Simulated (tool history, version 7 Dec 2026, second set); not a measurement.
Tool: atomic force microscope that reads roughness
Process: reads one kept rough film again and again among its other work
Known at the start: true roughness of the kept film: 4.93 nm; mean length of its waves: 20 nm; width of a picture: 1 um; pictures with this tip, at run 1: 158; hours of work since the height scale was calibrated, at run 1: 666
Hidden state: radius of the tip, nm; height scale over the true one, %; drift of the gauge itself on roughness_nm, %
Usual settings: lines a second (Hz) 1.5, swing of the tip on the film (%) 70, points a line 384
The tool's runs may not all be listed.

run    hour  lines a second (Hz)  swing of the tip on the film (%)  points a line  pictures with this tip  hours of work since the height scale was calibrated  roughness of the kept film (nm (root mean square))
  1       0                  1.5                                70            384                     158                                                  666                                               3.074
  2    50.5                  1.5                                66            384                     216                                                  690                                               3.087
       71.6  -- new tip fitted
  3   113.2                  1.5                                66            384                      48                                                  719                                               3.077
  4   166.9                  1.5                                57            384                     109                                                  744                                               3.175
  5   195.3                  1.5                                57            384                     141                                                  757                                               3.167
  6     228                 1.77                                70            384                     179                                                  773                                               3.028
  7   257.5                 1.77                                70            384                     212                                                  786                                               3.036
      280.5  -- new tip fitted
  8   307.3                 1.77                                70            384                      31                                                  809                                               3.019
  9   367.8                 1.77                                70            853                     100                                                  838                                                3.07
 10   418.3                  1.5                                71            384                     157                                                  861                                               3.078
 11   461.9                  1.5                                71            384                     207                                                  882                                               3.046
      490.8  -- new tip fitted
 12   518.8                  1.5                                71            384                      32                                                  908                                               3.029
 13   580.6                  1.5                                71            384                     102                                                  937                                               3.012
 14   632.8                 0.59                                70            384                     162                                                  961                                               3.196
 15   673.8                 0.59                                70            384                     208                                                  981                                               3.165
      703.5  -- new tip fitted
 16   706.7                 0.59                                70            384                       3                                                  996                                               3.172
 17   757.7                 0.59                                70            384                      62                                                 1020                                               3.179
 18   784.7                  1.5                                70            384                      92                                                 1032                                               3.045
 19   812.1                  1.5                                70            384                     124                                                 1045                                                3.07
 20   845.4                  1.5                                70            384                     162                                                 1061                                               3.083
 21   875.9                  1.5                                70            384                     196                                                 1075                                               3.047
      914.3  -- new tip fitted
 22   922.2                  1.5                                70            384                       9                                                 1096                                               3.052
 23     960                  1.5                                70            384                      52                                                 1114                                                3.04
 24  1022.2                  1.5                                70            466                     123                                                 1143                                               3.064
 25  1055.1                  1.5                                88            384                     160                                                 1158                                               2.798
 26    1093                  1.5                                88            384                     204                                                 1176                                               2.804
     1127.2  -- new tip fitted
 27  1132.6                  1.5                                88            384                       6                                                 1194                                               2.812
 28  1160.2                 1.13                                61            384                      38                                                 1207                                                3.17
 29  1203.5                 1.08                                56            504                      87                                                 1228                                               3.211
 30  1264.6                  1.5                                70            932                     157                                                 1256                                               3.089
 31  1319.9                  1.5                                70            932                     220                                                 1282                                               3.079
     1339.6  -- new tip fitted
 32  1358.5                 0.71                                65            475                      22                                                 1300                                               3.177
 33  1398.4                 1.38                                66            407                      67                                                 1318                                               3.104
 34  1435.6                  1.5                                74            384                     110                                                 1336                                               3.001
 35  1487.5                  1.5                                70            523                     169                                                 1360                                               3.058
 36    1540                 0.67                                70            829                     229                                                 1385                                               3.216
     1551.4  -- new tip fitted
 37  1574.9                  1.5                                72            507                      27                                                 1401                                               3.069
 38    1602                  1.5                                88            384                      58                                                 1413                                               2.807
 39  1632.8                  1.5                                77            384                      93                                                 1428                                               2.988
 40  1687.7                 3.35                                63            452                     156                                                 1453                                               2.988
 41  1719.2                 3.06                                58            680                     192                                                 1468                                                 3.1
       1761  -- new tip fitted
 42    1761                  1.5                                88            256                       0                                                 1488                                               2.752
 43  1790.8                 1.48                                78            257                      34                                                 1501                                               2.902
     1832.9  -- height scale calibrated on a step standard
 44  1832.9                 1.89                                73            257                      81                                                    0                                               2.907
 45    1895                  1.5                                75            384                     152                                                   29                                               3.026
 46  1933.7                 0.89                                72            558                     196                                                   47                                               3.149
 47  1969.7                 1.12                                86            516                     237                                                   64                                               2.952
     1975.1  -- new tip fitted
 48  2029.3                 3.36                                86            516                      62                                                   92                                               2.466
 49  2071.3                 2.67                                77            354                     110                                                  111                                               2.756
 50  2098.8                 1.58                                67            890                     142                                                  124                                               3.123
 51  2155.6                 2.07                                79            258                     206                                                  151                                               2.794
     2184.4  -- new tip fitted
 52  2184.4                 2.09                                79            591                       0                                                  164                                               2.871

4 ways to go on from here, each from the tool as it stands after run 52. What would each give?
  A  2220.9                 1.35                                57            446                      41                                                  181                                                   ?
  B  2220.9                 2.09                                67            473                      41                                                  181                                                   ?
  C  2220.9                 0.62                                60            465                      41                                                  181                                                   ?
  D  2220.9                 1.47                                72            745                      41                                                  181                                                   ?

run  roughness of the kept film (nm (root mean square))
  A                                               3.178
  B                                               3.043
  C                                               3.229
  D                                               3.085
Without the tool's hidden state the same runs would have given:
run  roughness of the kept film (nm (root mean square))
  A                                                3.18
  B                                               3.044
  C                                               3.231
  D                                               3.087

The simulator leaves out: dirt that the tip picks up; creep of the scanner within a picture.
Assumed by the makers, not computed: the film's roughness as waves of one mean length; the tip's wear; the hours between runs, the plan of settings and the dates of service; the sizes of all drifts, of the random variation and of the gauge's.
